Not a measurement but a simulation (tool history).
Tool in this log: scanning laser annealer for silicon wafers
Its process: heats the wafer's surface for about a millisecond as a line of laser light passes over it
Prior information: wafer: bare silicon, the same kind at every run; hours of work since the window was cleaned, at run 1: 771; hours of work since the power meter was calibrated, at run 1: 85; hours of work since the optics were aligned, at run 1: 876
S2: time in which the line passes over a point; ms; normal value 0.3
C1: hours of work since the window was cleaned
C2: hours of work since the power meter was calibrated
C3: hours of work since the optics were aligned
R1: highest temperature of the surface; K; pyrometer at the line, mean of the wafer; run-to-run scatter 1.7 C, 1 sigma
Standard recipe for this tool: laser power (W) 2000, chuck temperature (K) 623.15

{"run": 1, "hour": 0.0, "laser power (W)": 2000, "S2": 0.3, "chuck temperature (K)": 623.15, "C1": 771, "C2": 85, "C3": 876, "R1": 1313.15}
{"run": 2, "hour": 7.1, "laser power (W)": 2000, "S2": 0.3, "chuck temperature (K)": 623.15, "C1": 776, "C2": 90, "C3": 881, "R1": 1313.15}
{"run": 3, "hour": 15.1, "laser power (W)": 2000, "S2": 0.266, "chuck temperature (K)": 623.15, "C1": 781, "C2": 95, "C3": 886, "R1": 1266.15}
{"run": 4, "hour": 23.2, "laser power (W)": 2000, "S2": 0.266, "chuck temperature (K)": 623.15, "C1": 787, "C2": 101, "C3": 892, "R1": 1266.15}
{"run": 5, "hour": 29.6, "laser power (W)": 2000, "S2": 0.266, "chuck temperature (K)": 623.15, "C1": 791, "C2": 105, "C3": 896, "R1": 1267.15}
{"run": 6, "hour": 35.1, "laser power (W)": 2000, "S2": 0.266, "chuck temperature (K)": 623.15, "C1": 795, "C2": 109, "C3": 900, "R1": 1265.15}
{"run": 7, "hour": 43.2, "laser power (W)": 2000, "S2": 0.3, "chuck temperature (K)": 623.15, "C1": 800, "C2": 114, "C3": 905, "R1": 1315.15}
{"run": 8, "hour": 51.6, "laser power (W)": 2000, "S2": 0.3, "chuck temperature (K)": 623.15, "C1": 806, "C2": 120, "C3": 911, "R1": 1313.15}
{"run": 9, "hour": 58.9, "laser power (W)": 2000, "S2": 0.3, "chuck temperature (K)": 623.15, "C1": 811, "C2": 125, "C3": 915, "R1": 1312.15}
{"run": 10, "hour": 62.7, "laser power (W)": 2000, "S2": 0.3, "chuck temperature (K)": 623.15, "C1": 813, "C2": 127, "C3": 918, "R1": 1309.15}
{"run": 11, "hour": 71.0, "laser power (W)": 1849, "S2": 0.3, "chuck temperature (K)": 623.15, "C1": 819, "C2": 133, "C3": 923, "R1": 1252.15}
{"run": 12, "hour": 76.3, "laser power (W)": 1849, "S2": 0.3, "chuck temperature (K)": 623.15, "C1": 822, "C2": 136, "C3": 927, "R1": 1256.15}
{"run": 13, "hour": 81.2, "laser power (W)": 2000, "S2": 0.3, "chuck temperature (K)": 623.15, "C1": 825, "C2": 139, "C3": 930, "R1": 1314.15}
{"run": 14, "hour": 85.0, "laser power (W)": 2000, "S2": 0.3, "chuck temperature (K)": 623.15, "C1": 828, "C2": 142, "C3": 933, "R1": 1312.15}
{"run": 15, "hour": 92.2, "laser power (W)": 2000, "S2": 0.3, "chuck temperature (K)": 623.15, "C1": 833, "C2": 147, "C3": 938, "R1": 1308.15}
{"run": 16, "hour": 99.4, "laser power (W)": 2000, "S2": 0.3, "chuck temperature (K)": 623.15, "C1": 837, "C2": 152, "C3": 942, "R1": 1309.15}
{"run": 17, "hour": 107.6, "laser power (W)": 2000, "S2": 0.3, "chuck temperature (K)": 623.15, "C1": 843, "C2": 157, "C3": 948, "R1": 1309.15}
{"run": 18, "hour": 114.7, "laser power (W)": 2000, "S2": 0.3, "chuck temperature (K)": 623.15, "C1": 848, "C2": 162, "C3": 953, "R1": 1313.15}
{"run": 19, "hour": 119.9, "laser power (W)": 2073, "S2": 0.3, "chuck temperature (K)": 623.15, "C1": 851, "C2": 165, "C3": 956, "R1": 1339.15}
{"run": 20, "hour": 126.0, "laser power (W)": 2073, "S2": 0.3, "chuck temperature (K)": 623.15, "C1": 855, "C2": 169, "C3": 960, "R1": 1337.15}
{"run": 21, "hour": 130.5, "laser power (W)": 1825, "S2": 0.374, "chuck temperature (K)": 636.15, "C1": 858, "C2": 172, "C3": 963, "R1": 1343.15}
{"run": 22, "hour": 136.5, "laser power (W)": 2195, "S2": 0.213, "chuck temperature (K)": 623.15, "C1": 862, "C2": 176, "C3": 967, "R1": 1244.15}
{"run": 23, "hour": 140.5, "laser power (W)": 2000, "S2": 0.215, "chuck temperature (K)": 593.15, "C1": 865, "C2": 179, "C3": 970, "R1": 1160.15}
{"run": 24, "hour": 147.2, "laser power (W)": 2000, "S2": 0.215, "chuck temperature (K)": 593.15, "C1": 869, "C2": 183, "C3": 974, "R1": 1158.15}
{"run": 25, "hour": 155.1, "laser power (W)": 1768, "S2": 0.291, "chuck temperature (K)": 663.15, "C1": 874, "C2": 189, "C3": 979, "R1": 1256.15}
{"run": 26, "hour": 161.3, "laser power (W)": 1768, "S2": 0.355, "chuck temperature (K)": 623.15, "C1": 879, "C2": 193, "C3": 983, "R1": 1287.15}
{"run": 27, "hour": 168.4, "laser power (W)": 1711, "S2": 0.3, "chuck temperature (K)": 605.15, "C1": 883, "C2": 197, "C3": 988, "R1": 1183.15}
{"run": 28, "hour": 173.7, "laser power (W)": 1963, "S2": 0.224, "chuck temperature (K)": 623.15, "C1": 887, "C2": 201, "C3": 992, "R1": 1193.15}
{"run": 29, "hour": 178.6, "laser power (W)": 1963, "S2": 0.224, "chuck temperature (K)": 623.15, "C1": 890, "C2": 204, "C3": 995, "R1": 1189.15}
{"run": 30, "hour": 186.3, "laser power (W)": 1974, "S2": 0.355, "chuck temperature (K)": 649.15, "C1": 895, "C2": 209, "C3": 1000, "R1": 1394.15}
{"run": 31, "hour": 190.7, "laser power (W)": 1788, "S2": 0.331, "chuck temperature (K)": 649.15, "C1": 898, "C2": 212, "C3": 1003, "R1": 1295.15}
{"run": 32, "hour": 195.0, "laser power (W)": 1788, "S2": 0.296, "chuck temperature (K)": 607.15, "C1": 901, "C2": 215, "C3": 1006, "R1": 1211.15}
{"run": 33, "hour": 201.4, "laser power (W)": 2000, "S2": 0.343, "chuck temperature (K)": 635.15, "C1": 905, "C2": 219, "C3": 1010, "R1": 1379.15}
{"run": 34, "hour": 207.7, "laser power (W)": 1754, "S2": 0.376, "chuck temperature (K)": 637.15, "C1": 909, "C2": 224, "C3": 1014, "R1": 1317.15}
{"run": 35, "hour": 215.2, "laser power (W)": 1754, "S2": 0.376, "chuck temperature (K)": 637.15, "C1": 914, "C2": 228, "C3": 1019, "R1": 1315.15}
{"hour": 217.6, "done": "window over the wafer cleaned"}
{"run": 36, "hour": 222.5, "laser power (W)": 1869, "S2": 0.367, "chuck temperature (K)": 623.15, "C1": 3, "C2": 232, "C3": 1023, "R1": 1354.15}
{"run": 37, "hour": 228.9, "laser power (W)": 1869, "S2": 0.367, "chuck temperature (K)": 623.15, "C1": 8, "C2": 236, "C3": 1027, "R1": 1352.15}
{"run": 38, "hour": 233.5, "laser power (W)": 2033, "S2": 0.221, "chuck temperature (K)": 623.15, "C1": 11, "C2": 239, "C3": 1030, "R1": 1217.15}
{"run": 39, "hour": 239.1, "laser power (W)": 2000, "S2": 0.3, "chuck temperature (K)": 661.15, "C1": 14, "C2": 243, "C3": 1034, "R1": 1364.15}
{"run": 40, "hour": 242.7, "laser power (W)": 2123, "S2": 0.309, "chuck temperature (K)": 661.15, "C1": 17, "C2": 245, "C3": 1036, "R1": 1421.15}

Below are 4 alternative next runs, each starting from the tool's condition after run 40. Predict each:
{"run": "A", "hour": 249.8, "laser power (W)": 2000, "S2": 0.219, "chuck temperature (K)": 596.15, "C1": 21, "C2": 250, "C3": 1041, "R1": "?"}
{"run": "B", "hour": 249.8, "laser power (W)": 2025, "S2": 0.309, "chuck temperature (K)": 661.15, "C1": 21, "C2": 250, "C3": 1041, "R1": "?"}
{"run": "C", "hour": 249.8, "laser power (W)": 1777, "S2": 0.277, "chuck temperature (K)": 623.15, "C1": 21, "C2": 250, "C3": 1041, "R1": "?"}
{"run": "D", "hour": 249.8, "laser power (W)": 2123, "S2": 0.346, "chuck temperature (K)": 661.15, "C1": 21, "C2": 250, "C3": 1041, "R1": "?"}

run=A R1=1180.15
run=B R1=1382.15
run=C R1=1212.15
run=D R1=1470.15
What these runs would have given with no unlogged condition in the tool:
run=A R1=1187.15
run=B R1=1390.15
run=C R1=1219.15
run=D R1=1480.15
